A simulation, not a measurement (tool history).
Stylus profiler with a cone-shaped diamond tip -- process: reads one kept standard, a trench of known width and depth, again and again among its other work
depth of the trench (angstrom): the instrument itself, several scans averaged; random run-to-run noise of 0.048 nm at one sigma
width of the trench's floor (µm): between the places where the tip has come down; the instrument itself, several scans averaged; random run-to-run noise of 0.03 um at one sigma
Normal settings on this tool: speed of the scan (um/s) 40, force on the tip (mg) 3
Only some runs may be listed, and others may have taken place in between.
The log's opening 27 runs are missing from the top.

| run | hour | speed of the scan (um/s) | force on the tip (mg) | depth of the trench (angstrom) | width of the trench's floor (µm) |
|---|---|---|---|---|---|
| 28 | 471.9 | 23 | 8.21 | 1015.3 | 97.74 |
| 29 | 484.7 | 23 | 8.21 | 1014.2 | 97.68 |
| 30 | 503.7 | 25 | 7.09 | 1013.8 | 97.71 |
| 31 | 517.9 | 115 | 2.33 | 1005.9 | 97.48 |
| 32 | 537 | 115 | 2.33 | 1005.7 | 97.43 |
|  | 539 | height scale calibrated on a step standard |
| 33 | 547.3 | 64 | 2.31 | 1005.4 | 97.64 |
| 34 | 565.5 | 64 | 2.31 | 1005.4 | 97.55 |
| 35 | 589.3 | 41 | 7.83 | 1013.8 | 97.62 |
| 36 | 606.3 | 20 | 1.55 | 1002.6 | 97.56 |
| 37 | 629.1 | 20 | 1.55 | 1003.9 | 97.53 |
|  | 633.1 | height scale calibrated on a step standard, once more |
| 38 | 645.6 | 40 | 6.06 | 1014.1 | 97.6 |
| 39 | 670 | 40 | 1.15 | 1004.7 | 97.57 |
| 40 | 694.2 | 15 | 2.63 | 1007.1 | 97.59 |
| 41 | 716.4 | 97 | 3 | 1008.7 | 97.42 |
| 42 | 730.6 | 97 | 3 | 1007.5 | 97.46 |
| 43 | 750.7 | 13 | 2.6 | 1007.1 | 97.59 |
| 44 | 762.1 | 13 | 2.6 | 1007.6 | 97.58 |
| 45 | 780.1 | 13 | 2.6 | 1007.6 | 97.63 |
| 46 | 794.6 | 121 | 1.67 | 1005.8 | 97.3 |

3 ways to go on from here, each from the tool as it stands after run 46. What would each give?
| A | 809.3 | 75 | 4.19 | ? | ? |
| B | 809.3 | 40 | 1.43 | ? | ? |
| C | 809.3 | 49 | 3.47 | ? | ? |

| run | depth of the trench (angstrom) | width of the trench's floor (µm) |
|---|---|---|
| A | 1009.3 | 97.49 |
| B | 1005.1 | 97.52 |
| C | 1008.2 | 97.56 |
Stripped of hidden state, with their random variation kept, the same runs would have yielded:
| run | depth of the trench (angstrom) | width of the trench's floor (µm) |
|---|---|---|
| A | 1009.3 | 97.88 |
| B | 1005.1 | 97.91 |
| C | 1008.2 | 97.95 |
